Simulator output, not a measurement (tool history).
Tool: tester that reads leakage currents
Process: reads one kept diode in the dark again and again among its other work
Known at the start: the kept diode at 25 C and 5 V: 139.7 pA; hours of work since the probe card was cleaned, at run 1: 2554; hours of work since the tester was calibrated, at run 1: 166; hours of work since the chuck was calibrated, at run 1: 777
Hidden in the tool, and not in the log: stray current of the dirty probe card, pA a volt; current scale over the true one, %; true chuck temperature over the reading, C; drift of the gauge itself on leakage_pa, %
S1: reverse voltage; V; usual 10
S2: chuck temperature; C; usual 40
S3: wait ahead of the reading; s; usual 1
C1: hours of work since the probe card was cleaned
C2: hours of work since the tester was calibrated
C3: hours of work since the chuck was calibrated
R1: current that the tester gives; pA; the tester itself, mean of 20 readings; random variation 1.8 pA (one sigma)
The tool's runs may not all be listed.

{"run": 1, "hour": 0.0, "S1": 10, "S2": 40, "S3": 1, "C1": 2554, "C2": 166, "C3": 777, "R1": 568.82}
{"run": 2, "hour": 22.4, "S1": 10, "S2": 40, "S3": 1, "C1": 2568, "C2": 180, "C3": 791, "R1": 563.92}
{"run": 3, "hour": 37.3, "S1": 10, "S2": 40, "S3": 1, "C1": 2577, "C2": 189, "C3": 800, "R1": 569.98}
{"run": 4, "hour": 56.7, "S1": 10, "S2": 40, "S3": 1, "C1": 2589, "C2": 201, "C3": 812, "R1": 567.26}
{"run": 5, "hour": 89.6, "S1": 10, "S2": 40, "S3": 1, "C1": 2609, "C2": 221, "C3": 832, "R1": 564.33}
{"run": 6, "hour": 104.4, "S1": 10, "S2": 40, "S3": 1, "C1": 2618, "C2": 230, "C3": 841, "R1": 562.16}
{"run": 7, "hour": 129.3, "S1": 10, "S2": 40, "S3": 1, "C1": 2634, "C2": 245, "C3": 856, "R1": 564.3}
{"run": 8, "hour": 160.4, "S1": 10, "S2": 40, "S3": 1, "C1": 2653, "C2": 264, "C3": 875, "R1": 560.11}
{"run": 9, "hour": 183.0, "S1": 10, "S2": 40, "S3": 1, "C1": 2666, "C2": 278, "C3": 889, "R1": 563.91}
{"hour": 199.9, "done": "probe card cleaned and baked"}
{"run": 10, "hour": 214.3, "S1": 10, "S2": 32, "S3": 1, "C1": 9, "C2": 295, "C3": 906, "R1": 302.68}
{"run": 11, "hour": 239.8, "S1": 10, "S2": 32, "S3": 1, "C1": 24, "C2": 311, "C3": 922, "R1": 303.51}
{"run": 12, "hour": 253.9, "S1": 10, "S2": 32, "S3": 1, "C1": 33, "C2": 319, "C3": 931, "R1": 303.06}
{"run": 13, "hour": 282.0, "S1": 10, "S2": 40, "S3": 2.73, "C1": 50, "C2": 337, "C3": 948, "R1": 551.84}
{"run": 14, "hour": 310.7, "S1": 1.6, "S2": 40, "S3": 1.03, "C1": 68, "C2": 354, "C3": 965, "R1": 267.23}
{"run": 15, "hour": 333.0, "S1": 6.4, "S2": 40, "S3": 1.29, "C1": 81, "C2": 368, "C3": 979, "R1": 465.71}
{"run": 16, "hour": 361.1, "S1": 11.2, "S2": 37, "S3": 9.42, "C1": 99, "C2": 385, "C3": 996, "R1": 461.38}
{"run": 17, "hour": 387.6, "S1": 11.2, "S2": 37, "S3": 9.42, "C1": 115, "C2": 401, "C3": 1012, "R1": 460.93}
{"run": 18, "hour": 409.5, "S1": 6.4, "S2": 40, "S3": 2.23, "C1": 128, "C2": 415, "C3": 1026, "R1": 463.48}
{"run": 19, "hour": 430.6, "S1": 3, "S2": 21, "S3": 0.85, "C1": 141, "C2": 427, "C3": 1039, "R1": 76.15}
{"run": 20, "hour": 462.7, "S1": 3, "S2": 21, "S3": 0.85, "C1": 161, "C2": 447, "C3": 1058, "R1": 76.14}
{"run": 21, "hour": 477.0, "S1": 4.8, "S2": 29, "S3": 1.21, "C1": 169, "C2": 456, "C3": 1067, "R1": 177.89}
{"run": 22, "hour": 503.4, "S1": 4.8, "S2": 29, "S3": 1.21, "C1": 186, "C2": 472, "C3": 1083, "R1": 175.51}
{"run": 23, "hour": 520.7, "S1": 4.8, "S2": 29, "S3": 1.21, "C1": 196, "C2": 483, "C3": 1094, "R1": 175.9}
{"run": 24, "hour": 553.1, "S1": 4.8, "S2": 29, "S3": 1.21, "C1": 216, "C2": 502, "C3": 1114, "R1": 175.24}
{"run": 25, "hour": 583.4, "S1": 15.6, "S2": 57, "S3": 1, "C1": 235, "C2": 521, "C3": 1132, "R1": 2172.59}
{"run": 26, "hour": 613.3, "S1": 15.6, "S2": 57, "S3": 1, "C1": 253, "C2": 539, "C3": 1150, "R1": 2158.34}

Forecast each of these 4 alternatives for the next run:
{"run": "A", "hour": 637.3, "S1": 8, "S2": 57, "S3": 0.39, "C1": 268, "C2": 554, "C3": 1165, "R1": "?"}
{"run": "B", "hour": 637.3, "S1": 10, "S2": 39, "S3": 1, "C1": 268, "C2": 554, "C3": 1165, "R1": "?"}
{"run": "C", "hour": 637.3, "S1": 1.3, "S2": 57, "S3": 0.44, "C1": 268, "C2": 554, "C3": 1165, "R1": "?"}
{"run": "D", "hour": 637.3, "S1": 9.5, "S2": 34, "S3": 3.66, "C1": 268, "C2": 554, "C3": 1165, "R1": "?"}

run=A R1=1654.69
run=B R1=510.37
run=C R1=805.79
run=D R1=338.37
Without the tool's hidden state the same runs would have given:
run=A R1=1778.63
run=B R1=552.87
run=C R1=866.4
run=D R1=367.44

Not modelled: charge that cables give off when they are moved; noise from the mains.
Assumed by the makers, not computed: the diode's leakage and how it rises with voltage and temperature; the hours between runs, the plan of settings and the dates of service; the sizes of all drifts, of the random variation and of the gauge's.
